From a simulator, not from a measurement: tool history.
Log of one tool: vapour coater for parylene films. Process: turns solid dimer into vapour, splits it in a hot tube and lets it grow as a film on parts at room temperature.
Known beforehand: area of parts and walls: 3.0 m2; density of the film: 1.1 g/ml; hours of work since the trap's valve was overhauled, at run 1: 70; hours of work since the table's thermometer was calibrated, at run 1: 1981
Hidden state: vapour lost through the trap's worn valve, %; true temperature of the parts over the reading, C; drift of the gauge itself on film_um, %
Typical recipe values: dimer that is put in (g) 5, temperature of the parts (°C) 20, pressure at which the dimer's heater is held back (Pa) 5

run	hour	dimer that is put in (g)	temperature of the parts (°C)	pressure at which the dimer's heater is held back (Pa)	hours of work since the trap's valve was overhauled	hours of work since the table's thermometer was calibrated	thickness of the film (nm)
1	0	5	20	5	70	1981	980
# hour 32.7: table's thermometer calibrated
2	61.1	5	20	5	113	20	940
3	123	5	20	5	157	64	950
4	201.2	7	20	5	212	119	1270
5	273.6	2	20	5	263	170	360
# hour 283.3: trap's valve overhauled
6	312.8	2	30	5	21	195	300
7	388.2	5	20	5	74	248	950
8	464.7	5	20	5	128	302	940
9	498.2	5	20	5	152	326	900
10	565.9	5	20	5	199	373	910
11	636.6	5	20	5	249	423	870
# hour 662.9: trap's valve overhauled
12	679.1	5	20	5	11	450	1010
13	754.8	5	20	5	65	504	950
14	791.4	5	20	5	91	530	950
15	864.8	5	20	2.07	142	581	1150
16	921.6	5	20	2.07	182	621	1130
17	964.5	6	17	2.3	213	652	1400
# hour 1040.5: trap's valve overhauled
18	1043.7	6	14	5.26	2	705	1320
19	1104.5	6	14	5.26	45	748	1310
20	1160.5	3	14	9.65	85	787	550
21	1205.4	4	20	2.3	116	819	890
22	1252.8	5	31	2.43	150	852	890
23	1331.3	5	15	8.93	205	908	870
24	1389.7	2	16	2.94	246	949	450
# hour 1419.4: trap's valve overhauled
25	1451.5	2	12	3.06	23	990	520
26	1495	5	12	8.51	53	1020	1010
27	1541.1	4	23	5	86	1053	730
28	1579	4	23	5	113	1080	710
29	1648.4	4	23	5	162	1129	680
30	1723	4	28	2.58	214	1181	720
31	1761.5	5	20	9.32	241	1208	780

Predict each of these 5 candidate next runs independently; none follows another, all start after run 31:
# hour 1797: trap's valve overhauled
A	1831	3	27	2.5	24	1255	?
# hour 1797: trap's valve overhauled
B	1831	5	17	7.9	24	1255	?
# hour 1797: trap's valve overhauled
C	1831	5	20	8.73	24	1255	?
# hour 1797: trap's valve overhauled
D	1831	5	20	2.49	24	1255	?
# hour 1797: trap's valve overhauled
E	1831	5	20	8	24	1255	?

run	thickness of the film (nm)
A	620
B	910
C	880
D	1140
E	870
The same runs, with their run-to-run variation unchanged, on a tool lacking any hidden condition would have given:
run	thickness of the film (nm)
A	620
B	910
C	880
D	1130
E	860

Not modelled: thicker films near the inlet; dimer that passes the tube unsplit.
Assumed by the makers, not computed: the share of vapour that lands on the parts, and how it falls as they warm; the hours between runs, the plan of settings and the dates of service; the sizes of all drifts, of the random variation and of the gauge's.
